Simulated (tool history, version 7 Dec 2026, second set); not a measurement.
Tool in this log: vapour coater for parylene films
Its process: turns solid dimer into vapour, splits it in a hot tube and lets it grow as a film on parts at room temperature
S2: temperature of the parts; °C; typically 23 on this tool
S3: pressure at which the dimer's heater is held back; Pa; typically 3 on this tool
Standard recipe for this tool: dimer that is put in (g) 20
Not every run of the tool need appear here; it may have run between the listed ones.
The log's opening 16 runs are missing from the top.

-- hour=346.5 table's thermometer calibrated, once more
run 17 hour=358.6 | dimer_that_is_put_in_(g)=20 S2=23 S3=3 | thickness_of_the_film_(µm)=5.6
run 18 hour=376.8 | dimer_that_is_put_in_(g)=9 S2=23 S3=3 | thickness_of_the_film_(µm)=2.49
run 19 hour=394.4 | dimer_that_is_put_in_(g)=11 S2=34 S3=7.59 | thickness_of_the_film_(µm)=1.84
run 20 hour=424.6 | dimer_that_is_put_in_(g)=13 S2=34 S3=11.32 | thickness_of_the_film_(µm)=1.95
run 21 hour=446.2 | dimer_that_is_put_in_(g)=13 S2=34 S3=11.32 | thickness_of_the_film_(µm)=1.93
run 22 hour=464.3 | dimer_that_is_put_in_(g)=13 S2=34 S3=11.32 | thickness_of_the_film_(µm)=1.97
run 23 hour=483.8 | dimer_that_is_put_in_(g)=17 S2=26 S3=9.33 | thickness_of_the_film_(µm)=3.39
run 24 hour=503 | dimer_that_is_put_in_(g)=17 S2=26 S3=9.33 | thickness_of_the_film_(µm)=3.37
run 25 hour=532.4 | dimer_that_is_put_in_(g)=17 S2=26 S3=9.33 | thickness_of_the_film_(µm)=3.34
run 26 hour=557.8 | dimer_that_is_put_in_(g)=15 S2=16 S3=3.47 | thickness_of_the_film_(µm)=4.95
run 27 hour=588.6 | dimer_that_is_put_in_(g)=15 S2=31 S3=3.47 | thickness_of_the_film_(µm)=3.02
run 28 hour=615.3 | dimer_that_is_put_in_(g)=10 S2=31 S3=6.19 | thickness_of_the_film_(µm)=1.75
run 29 hour=632.8 | dimer_that_is_put_in_(g)=31 S2=30 S3=9.15 | thickness_of_the_film_(µm)=5.35
run 30 hour=657.3 | dimer_that_is_put_in_(g)=31 S2=30 S3=9.15 | thickness_of_the_film_(µm)=5.24
run 31 hour=671.8 | dimer_that_is_put_in_(g)=20 S2=27 S3=5.5 | thickness_of_the_film_(µm)=4.16
run 32 hour=701.1 | dimer_that_is_put_in_(g)=23 S2=23 S3=3.75 | thickness_of_the_film_(µm)=5.79
run 33 hour=728.8 | dimer_that_is_put_in_(g)=20 S2=23 S3=3.57 | thickness_of_the_film_(µm)=5.1
run 34 hour=746.7 | dimer_that_is_put_in_(g)=20 S2=23 S3=3.57 | thickness_of_the_film_(µm)=5.04

Predict each of these 5 candidate next runs independently; none follows another, all start after run 34:
run A hour=767 | dimer_that_is_put_in_(g)=20 S2=34 S3=5.92 | thickness_of_the_film_(µm)=?
run B hour=767 | dimer_that_is_put_in_(g)=20 S2=19 S3=3.57 | thickness_of_the_film_(µm)=?
run C hour=767 | dimer_that_is_put_in_(g)=20 S2=20 S3=5.12 | thickness_of_the_film_(µm)=?
run D hour=767 | dimer_that_is_put_in_(g)=11 S2=28 S3=7.89 | thickness_of_the_film_(µm)=?
run E hour=767 | dimer_that_is_put_in_(g)=20 S2=23 S3=11.52 | thickness_of_the_film_(µm)=?

run=A thickness_of_the_film_(µm)=3.24
run=B thickness_of_the_film_(µm)=5.71
run=C thickness_of_the_film_(µm)=5.08
run=D thickness_of_the_film_(µm)=1.98
run=E thickness_of_the_film_(µm)=3.98
Take away the tool's hidden state, keep each run's random variation, and the runs would have read:
run=A thickness_of_the_film_(µm)=3.62
run=B thickness_of_the_film_(µm)=6.38
run=C thickness_of_the_film_(µm)=5.68
run=D thickness_of_the_film_(µm)=2.22
run=E thickness_of_the_film_(µm)=4.45

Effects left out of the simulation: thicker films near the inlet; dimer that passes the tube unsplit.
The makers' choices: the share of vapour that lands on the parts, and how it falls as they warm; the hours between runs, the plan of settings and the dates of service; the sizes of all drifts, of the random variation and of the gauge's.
